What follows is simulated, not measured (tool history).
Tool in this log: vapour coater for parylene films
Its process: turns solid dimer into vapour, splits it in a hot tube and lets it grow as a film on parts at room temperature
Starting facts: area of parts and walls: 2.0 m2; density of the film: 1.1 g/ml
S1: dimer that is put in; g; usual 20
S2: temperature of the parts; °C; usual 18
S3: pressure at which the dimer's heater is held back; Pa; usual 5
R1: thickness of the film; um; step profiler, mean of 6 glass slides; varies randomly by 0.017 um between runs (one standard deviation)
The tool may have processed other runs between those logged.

run  hour  S1  S2    S3    R1
  1     0  20  18     5   4.5
  2    12  20  18     5  4.52
  3  23.6  20  18  3.11  5.03
  4  31.4  20  18  3.11  5.05
  5  43.3  20  18  3.11  5.04
  6  54.7  20  18     5  4.48

Run 7, settings as shown, results not yet in. Your forecast:
     56.9  -- table's thermometer calibrated
  7    64  20  18   5   ?

Run 7 yielded R1 4.46 um.
The same run, on a tool lacking any hidden state, would have yielded R1 4.61 um.
